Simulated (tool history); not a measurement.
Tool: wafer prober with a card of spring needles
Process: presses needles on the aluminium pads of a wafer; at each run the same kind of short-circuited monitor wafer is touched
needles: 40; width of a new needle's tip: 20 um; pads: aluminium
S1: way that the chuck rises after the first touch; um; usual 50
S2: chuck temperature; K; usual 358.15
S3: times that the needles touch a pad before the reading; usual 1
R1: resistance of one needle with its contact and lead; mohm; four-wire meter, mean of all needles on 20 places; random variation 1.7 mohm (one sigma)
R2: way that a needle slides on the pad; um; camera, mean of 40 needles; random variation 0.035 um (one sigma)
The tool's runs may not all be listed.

run     day  S1      S2  S3   R1    R2
  1       0  50  358.15   1  187  6.19
      0.346  -- tips cleaned on abrasive film
  2   0.638  51  358.15   1  228   6.3
      0.725  -- tips cleaned on abrasive film
      1.062  -- tips cleaned on abrasive film
  3   1.321  51  358.15   2  201  6.26
       1.45  -- tips cleaned on abrasive film
      1.642  -- height of the first contact set anew
      1.858  -- tips cleaned on abrasive film
  4   1.888  51  358.15   2  177  7.05
      2.238  -- tips cleaned on abrasive film
  5   2.458  51  358.15   2  193  7.07
      2.596  -- tips cleaned on abrasive film
      3.008  -- tips cleaned on abrasive film
      3.342  -- tips cleaned on abrasive film
  6   3.342  50  358.15   1  173   6.8
      3.712  -- tips cleaned on abrasive film
  7    3.85  50  358.15   1  197   6.8
      4.067  -- tips cleaned on abrasive film
      4.433  -- tips cleaned on abrasive film
  8   4.558  50  358.15   1  195  6.82
      4.783  -- tips cleaned on abrasive film
      5.112  -- tips cleaned on abrasive film
  9   5.192  50  358.15   1  188  6.78
      5.462  -- tips cleaned on abrasive film
 10   5.662  50  358.15   1  206  6.79
      5.796  -- tips cleaned on abrasive film
      6.129  -- tips cleaned on abrasive film
      6.471  -- tips cleaned on abrasive film
 11   6.571  50  358.15   1  193  6.77
      6.854  -- tips cleaned on abrasive film
      7.225  -- tips cleaned on abrasive film
 12   7.417  58  358.15   1  198  7.81
      7.617  -- tips cleaned on abrasive film
      7.988  -- tips cleaned on abrasive film
 13   8.025  58  358.15   1  180  7.79
      8.354  -- tips cleaned on abrasive film
 14   8.533  58  358.15   1  197  7.67
      8.692  -- tips cleaned on abrasive film
 15   8.983  58  358.15   1  212   7.8
      9.046  -- tips cleaned on abrasive film
      9.421  -- tips cleaned on abrasive film
 16    9.65  50  307.15   1  201  6.64
      9.762  -- tips cleaned on abrasive film
     10.154  -- tips cleaned on abrasive film
 17  10.388  50  307.15   1  207  6.65
     10.504  -- tips cleaned on abrasive film
     10.842  -- tips cleaned on abrasive film
 18  11.117  50  325.15   2  195  6.59
     11.254  -- tips cleaned on abrasive film
     11.588  -- tips cleaned on abrasive film
 19  11.846  50  325.15   2  194  6.56
     11.929  -- tips cleaned on abrasive film
     12.267  -- tips cleaned on abrasive film
       12.6  -- tips cleaned on abrasive film
 20    12.6  50  331.15   1  176  6.49
     12.979  -- tips cleaned on abrasive film
 21    13.1  50  331.15   1  196  6.53
     13.321  -- tips cleaned on abrasive film
 22  13.575  34  319.15   2  228  4.32
     13.688  -- tips cleaned on abrasive film
     14.038  -- tips cleaned on abrasive film
     14.392  -- tips cleaned on abrasive film
 23  14.458  52  317.15   2  178  6.77
     14.788  -- tips cleaned on abrasive film
     15.125  -- tips cleaned on abrasive film
 24  15.433  42  358.15   2  220  5.31
     15.512  -- tips cleaned on abrasive film
     15.904  -- tips cleaned on abrasive film
 25  16.212  42  358.15   2  222  5.34
     16.271  -- tips cleaned on abrasive film
     16.608  -- tips cleaned on abrasive film
         17  -- tips cleaned on abrasive film
 26  17.042  42  358.15   2  192  5.28
     17.342  -- tips cleaned on abrasive film
     17.746  -- tips cleaned on abrasive film
 27  17.879  42  358.15   2  201  5.25
     18.108  -- tips cleaned on abrasive film
      18.45  -- tips cleaned on abrasive film
 28  18.646  48  303.15   2  192  6.12
     18.788  -- tips cleaned on abrasive film
     19.146  -- tips cleaned on abrasive film
     19.492  -- tips cleaned on abrasive film
 29  19.675  60  313.15   1  198  7.72
     19.829  -- tips cleaned on abrasive film
       20.2  -- tips cleaned on abrasive film
 30  20.521  60  326.15   2  191  7.67

Hidden state or all else? Some run-to-run changes of R1, split into what the settings, what came in and random variation would give without the hidden state, and what is left for the hidden state (with any gauge scatter that isn't in both results):
The hidden state here: debris on the tips, nm; way that the needles fall short of the set height, um; tips' diameter, um; drift of the gauge itself on contact_mohm, %; drift of the gauge itself on scrub_um, %.
Run 1 -> 2: S1 50 -> 51, tips cleaned on abrasive film. R1 +41 mohm: hidden state +40, all else +1.
Run 22 -> 23: S1 34 -> 52, S2 319.15 -> 317.15, tips cleaned on abrasive film, tips cleaned on abrasive film, tips cleaned on abrasive film. R1 -50 mohm: hidden state -48, all else -2.
Run 23 -> 24: S1 52 -> 42, S2 317.15 -> 358.15, tips cleaned on abrasive film, tips cleaned on abrasive film. R1 +42 mohm: hidden state +35, all else +7.

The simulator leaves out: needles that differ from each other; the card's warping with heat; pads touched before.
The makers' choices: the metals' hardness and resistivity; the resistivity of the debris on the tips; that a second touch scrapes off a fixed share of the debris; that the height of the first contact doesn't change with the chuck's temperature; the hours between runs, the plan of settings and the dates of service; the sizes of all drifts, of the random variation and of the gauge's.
